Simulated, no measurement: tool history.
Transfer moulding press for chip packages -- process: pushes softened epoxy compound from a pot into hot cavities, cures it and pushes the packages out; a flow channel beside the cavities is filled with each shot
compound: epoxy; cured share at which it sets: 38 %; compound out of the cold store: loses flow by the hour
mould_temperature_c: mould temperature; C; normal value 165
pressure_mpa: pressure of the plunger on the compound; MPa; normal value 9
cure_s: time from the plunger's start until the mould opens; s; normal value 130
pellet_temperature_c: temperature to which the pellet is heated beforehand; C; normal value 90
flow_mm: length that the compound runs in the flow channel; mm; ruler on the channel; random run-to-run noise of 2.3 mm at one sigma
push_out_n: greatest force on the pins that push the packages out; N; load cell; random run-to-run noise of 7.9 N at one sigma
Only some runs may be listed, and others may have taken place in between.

| run | hour | mould_temperature_c | pressure_mpa | cure_s | pellet_temperature_c | incoming compound's hours out of the cold store | flow_mm | push_out_n |
|---|---|---|---|---|---|---|---|---|
| 1 | 0 | 165 | 9 | 130 | 90 | 41 | 732 | 430 |
| 2 | 13.2 | 159 | 9 | 130 | 90 | 9.3 | 815 | 617 |
|  | 19.3 | cavities cleaned with cleaning compound and waxed |
|  | 34.6 | mould's thermocouples calibrated |
| 3 | 44.2 | 159 | 9 | 130 | 90 | 37.4 | 749 | 514 |
| 4 | 58.2 | 159 | 9 | 130 | 94 | 41 | 744 | 552 |
|  | 82.1 | cavities cleaned with cleaning compound and waxed |
| 5 | 82.1 | 159 | 9 | 112 | 94 | 45.6 | 732 | 578 |
| 6 | 111.5 | 159 | 9 | 112 | 94 | 40.2 | 742 | 690 |
| 7 | 136.2 | 159 | 9 | 112 | 94 | 42 | 732 | 779 |
|  | 142.8 | cavities cleaned with cleaning compound and waxed |
| 8 | 154.1 | 159 | 9 | 112 | 94 | 36.8 | 747 | 636 |
| 9 | 171.1 | 165 | 9 | 124 | 90 | 16.8 | 767 | 411 |
|  | 176.5 | plunger's sealing rings changed |
| 10 | 188.7 | 165 | 9 | 124 | 90 | 10.7 | 805 | 461 |
| 11 | 203.4 | 165 | 9 | 124 | 90 | 41 | 740 | 450 |
|  | 207.4 | cavities cleaned with cleaning compound and waxed |
| 12 | 235 | 165 | 9 | 124 | 90 | 30.4 | 761 | 429 |
| 13 | 248 | 165 | 9 | 124 | 90 | 29.9 | 759 | 431 |
|  | 269.4 | cavities cleaned with cleaning compound and waxed |
| 14 | 279.8 | 165 | 9 | 124 | 90 | 44 | 730 | 373 |
| 15 | 294.8 | 165 | 9 | 163 | 92 | 45.9 | 726 | 352 |
| 16 | 318.4 | 165 | 9.89 | 130 | 92 | 25 | 805 | 448 |
|  | 330.5 | cavities cleaned with cleaning compound and waxed |
| 17 | 349.1 | 165 | 9.89 | 130 | 92 | 22 | 807 | 383 |
| 18 | 377.5 | 165 | 9.89 | 130 | 92 | 45.7 | 753 | 431 |
|  | 393.2 | cavities cleaned with cleaning compound and waxed |
| 19 | 401.6 | 168 | 9.89 | 155 | 92 | 23 | 787 | 302 |
| 20 | 425.2 | 170 | 8.37 | 130 | 90 | 27 | 715 | 376 |
|  | 453.7 | cavities cleaned with cleaning compound and waxed |
| 21 | 457.3 | 170 | 8.45 | 112 | 85 | 35.5 | 700 | 343 |
| 22 | 471.1 | 170 | 8.45 | 150 | 85 | 9.8 | 752 | 345 |
| 23 | 490 | 158 | 9.07 | 150 | 85 | 8.9 | 816 | 502 |
|  | 514.1 | plunger's sealing rings changed |
| 24 | 514.1 | 164 | 9.07 | 118 | 87 | 35.3 | 761 | 499 |
|  | 517 | cavities cleaned with cleaning compound and waxed |
| 25 | 545.9 | 164 | 9.07 | 118 | 87 | 45.9 | 735 | 467 |
| 26 | 570.1 | 163 | 8.38 | 154 | 90 | 17.8 | 762 | 426 |
|  | 578.9 | cavities cleaned with cleaning compound and waxed |
| 27 | 602.4 | 161 | 8.68 | 122 | 91 | 13.2 | 790 | 525 |

Consider 4 possible next runs. They are alternatives, not a sequence: every one starts from the tool as it was left by run 27. What does each give?
| A | 627.3 | 171 | 8.68 | 161 | 91 | 42.3 | ? | ? |
| B | 627.3 | 160 | 9 | 130 | 99 | 12.7 | ? | ? |
| C | 627.3 | 162 | 7.17 | 122 | 90 | 28.9 | ? | ? |
| D | 627.3 | 161 | 8.68 | 123 | 91 | 20 | ? | ? |

| run | flow_mm | push_out_n |
|---|---|---|
| A | 703 | 376 |
| B | 808 | 552 |
| C | 686 | 532 |
| D | 778 | 571 |
With no hidden state in the tool, these same runs would have given:
| run | flow_mm | push_out_n |
|---|---|---|
| A | 712 | 286 |
| B | 819 | 435 |
| C | 695 | 418 |
| D | 788 | 450 |
